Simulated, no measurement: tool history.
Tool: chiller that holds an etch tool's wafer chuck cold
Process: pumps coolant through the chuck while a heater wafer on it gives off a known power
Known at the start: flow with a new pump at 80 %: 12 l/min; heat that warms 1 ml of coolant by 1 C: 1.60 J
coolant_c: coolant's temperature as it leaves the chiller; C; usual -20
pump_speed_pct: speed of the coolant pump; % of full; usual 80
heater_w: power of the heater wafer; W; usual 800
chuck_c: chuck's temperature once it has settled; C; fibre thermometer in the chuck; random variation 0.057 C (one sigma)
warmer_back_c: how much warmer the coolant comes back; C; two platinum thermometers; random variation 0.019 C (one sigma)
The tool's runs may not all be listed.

run    hour  coolant_c  pump_speed_pct  heater_w  chuck_c  warmer_back_c
  1     0.0        -20              80       800   -14.39           2.50
  2    79.5        -20              80       800   -14.27           2.51
  3   225.3        -20              68       800   -13.28           2.94
  4   341.5        -20              80       800   -14.35           2.53
  5   405.7        -20              80       800   -14.34           2.48
  6   472.6        -20              80       800   -14.35           2.47
  7   571.6        -20              80       800   -14.25           2.45
  8   679.8        -20              80       800   -14.32           2.50
  9   819.6        -20              80       800   -14.30           2.53
 10   959.0        -20              80       800   -14.28           2.53
 11  1073.9        -20              80       800   -14.27           2.49
 12  1158.8        -21              80       800   -15.31           2.50
 13  1300.1        -20              80       800   -14.27           2.52
 14  1375.3        -18              80       800   -12.33           2.51
 15  1454.1        -18              80       800   -12.26           2.47
 16  1528.4        -18              80       800   -12.27           2.49
 17  1660.5        -20              61       685   -13.62           2.82
     1743.3  -- chiller's thermometer calibrated
 18  1743.3        -24              66       800   -17.26           3.03
 19  1854.6        -11              64       800    -3.89           3.13
 20  1917.3        -16              88       800   -10.64           2.23
 21  2001.1        -16              88       800   -10.69           2.27
 22  2136.4        -16              96       600   -12.43           1.57
 23  2200.5        -26              82       777   -20.64           2.35
 24  2314.1        -26              82       777   -20.55           2.36
 25  2433.5        -26              63       777   -19.13           3.12
 26  2578.0        -26              63       777   -19.01           3.11
 27  2659.4        -26              63       683   -19.81           2.73
 28  2734.8        -26              63       683   -19.89           2.75
 29  2879.0        -26              63       683   -19.97           2.76
 30  3017.0        -26              73       964   -18.60           3.32
 31  3137.9        -22              63       964   -13.43           3.84

Forecast each of these 5 alternatives for the next run:
  A  3205.6        -21              80       800        ?              ?
  B  3205.6        -21              63      1050        ?              ?
  C  3205.6        -13              86       725        ?              ?
  D  3205.6        -29              80       800        ?              ?
  E  3205.6        -20              96       800        ?              ?

run  chuck_c  warmer_back_c
  A   -15.39           2.50
  B   -11.54           4.25
  C    -8.14           2.12
  D   -23.24           2.53
  E   -15.23           2.05
Without the tool's hidden state the same runs would have given:
run  chuck_c  warmer_back_c
  A   -15.41           2.49
  B   -11.57           4.24
  C    -8.15           2.12
  D   -23.26           2.52
  E   -15.25           2.05
